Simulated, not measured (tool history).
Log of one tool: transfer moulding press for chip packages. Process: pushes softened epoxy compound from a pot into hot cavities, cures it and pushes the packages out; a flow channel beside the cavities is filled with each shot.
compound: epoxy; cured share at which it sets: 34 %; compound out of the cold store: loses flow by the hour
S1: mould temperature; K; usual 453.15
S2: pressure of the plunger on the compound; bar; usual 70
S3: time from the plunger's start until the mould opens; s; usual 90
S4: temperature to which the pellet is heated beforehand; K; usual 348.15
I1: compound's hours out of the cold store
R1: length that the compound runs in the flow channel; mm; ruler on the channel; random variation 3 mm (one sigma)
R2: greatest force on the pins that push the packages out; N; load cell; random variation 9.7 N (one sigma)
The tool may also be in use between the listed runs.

run   hour      S1    S2   S3      S4    I1   R1    R2
  1      0  453.15    70   90  348.15  21.2  532   496
  2   11.6  453.15    70   90  348.15  43.1  490   516
  3   17.7  453.15    70   90  348.15  11.2  554   575
  4   23.6  453.15    70   90  348.15  44.7  487   601
  5   32.2  453.15    70   90  348.15  27.5  514   626
  6   40.5  453.15    70  117  348.15  15.1  542   493
  7   53.6  453.15    70  117  348.15  38.4  494   518
        63  -- plunger's sealing rings changed
  8   68.6  453.15  69.6   90  348.15  39.5  517   704
  9   75.3  453.15  69.6   90  348.15    36  528   752
 10   82.6  453.15    70   71  348.15  28.3  535  1279
 11   89.5  453.15    70   71  348.15  10.8  578  1448
 12   95.1  453.15    70   71  348.15  29.6  533  1263
     105.3  -- cavities cleaned with cleaning compound and waxed
 13  105.3  453.15    70   90  341.15  30.2  538   420
 14  117.7  453.15    70   90  348.15  41.6  512   481
 15  126.3  453.15    70  120  348.15  30.8  531   403
 16  138.6  459.15  59.9  111  349.15  35.9  472   426
 17  147.4  459.15  59.9  111  349.15  21.6  496   443
 18  154.3  459.15  59.9  111  349.15    16  504   442
 19  164.8  459.15  59.9  111  349.15    40  459   484
 20  170.8  459.15  82.4  101  349.15  20.8  577   499
 21  176.9  453.15  53.7   87  348.15  29.1  466   755
 22  188.6  453.15  53.7   87  348.15  33.5  457   779
 23  194.3  452.15  85.9  109  350.15  17.5  612   598
 24  207.3  461.15    70   90  340.15  27.7  512   551
     216.6  -- cavities cleaned with cleaning compound and waxed
 25  217.4  458.15    70   90  348.15  18.9  535   329
 26  230.5  450.15  67.5   93  356.15  23.4  532   573
 27  237.8  450.15  67.5   93  356.15  40.1  494   561
 28  249.1  450.15  67.5   93  356.15  33.1  513   653
 29  258.3  453.15    70   90  341.15  41.8  502   647

Some steps in R1 between neighbouring runs. How much of each would the tool show without its hidden state too (settings, what came in, random variation), and how much is left for the hidden state, with any gauge scatter that isn't in both results?
The hidden state here: true mould temperature over the reading, C; pressure that reaches the compound, % of what is set; grip of the stained cavities, % over clean ones'; drift of the gauge itself on flow_mm, %; drift of the gauge itself on push_out_n, %.
Run 2 -> 3: no setting changed, nothing entered. R1 +64 mm: hidden state -4, all else +68.
Run 7 -> 8: S2 70 -> 69.6, S3 117 -> 90, plunger's sealing rings changed. R1 +23 mm: hidden state +27, all else -4.
Run 19 -> 20: S2 59.9 -> 82.4, S3 111 -> 101. R1 +118 mm: hidden state -3, all else +121.
Run 22 -> 23: S1 453.15 -> 452.15, S2 53.7 -> 85.9, S3 87 -> 109, S4 348.15 -> 350.15. R1 +155 mm: hidden state -4, all else +159.
